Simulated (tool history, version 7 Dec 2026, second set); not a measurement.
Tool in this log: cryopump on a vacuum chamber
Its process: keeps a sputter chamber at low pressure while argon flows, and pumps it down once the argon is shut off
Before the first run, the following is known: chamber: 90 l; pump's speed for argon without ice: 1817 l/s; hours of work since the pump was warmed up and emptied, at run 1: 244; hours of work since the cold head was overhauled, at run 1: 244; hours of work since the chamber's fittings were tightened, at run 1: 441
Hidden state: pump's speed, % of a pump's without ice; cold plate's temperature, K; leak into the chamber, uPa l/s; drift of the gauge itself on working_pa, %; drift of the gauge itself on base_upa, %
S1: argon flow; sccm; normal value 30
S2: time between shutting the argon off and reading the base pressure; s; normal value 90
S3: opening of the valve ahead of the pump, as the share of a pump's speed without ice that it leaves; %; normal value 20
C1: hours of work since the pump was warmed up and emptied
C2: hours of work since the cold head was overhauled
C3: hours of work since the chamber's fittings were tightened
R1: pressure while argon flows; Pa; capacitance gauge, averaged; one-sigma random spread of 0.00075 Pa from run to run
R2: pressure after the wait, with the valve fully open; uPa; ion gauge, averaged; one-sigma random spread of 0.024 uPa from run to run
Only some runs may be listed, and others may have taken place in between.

run	hour	S1	S2	S3	C1	C2	C3	R1	R2
1	0.0	30	90	20	244	244	441	0.1436	0.98
2	14.5	30	90	16	257	257	453	0.1772	0.98
3	29.3	30	90	16	270	270	466	0.1774	0.98
4	51.2	30	90	20	289	289	486	0.1441	1.01
5	73.3	30	54	20	308	308	505	0.1434	1.45
6	88.1	30	54	20	321	321	518	0.1432	1.43
7	109.1	30	90	20	340	340	536	0.1439	1.01
8	132.8	30	90	20	360	360	557	0.1449	0.98
9	150.5	30	90	20	376	376	572	0.1456	1.01
10	175.1	30	90	20	397	397	594	0.1456	0.97
11	188.1	30	90	20	409	409	605	0.1450	1.04
12	204.2	19	90	20	423	423	619	0.0927	1.01
13	229.0	19	90	20	445	445	641	0.0934	1.04
14	252.3	14	90	42	465	465	661	0.0343	1.03
15	271.9	15	73	58	482	482	678	0.0283	1.24
16	283.5	30	42	20	492	492	689	0.1461	1.88
17	305.1	18	52	20	511	511	707	0.0878	1.54
18	330.2	18	52	20	533	533	729	0.0882	1.60
19	351.7	18	232	20	552	552	748	0.0878	0.66
20	372.0	30	274	18	569	569	766	0.1638	0.63
21	393.4	30	274	18	588	588	785	0.1635	0.60
22	420.3	15	274	37	612	612	808	0.0420	0.66

Expected results for the next run?
23	433.2	33	161	16	623	623	819	?	?

{"run 23": {"R1": 0.2023, "R2": 0.85}}
Without the tool's hidden state the same run would have given R1 0.1920 Pa, R2 0.57 uPa.
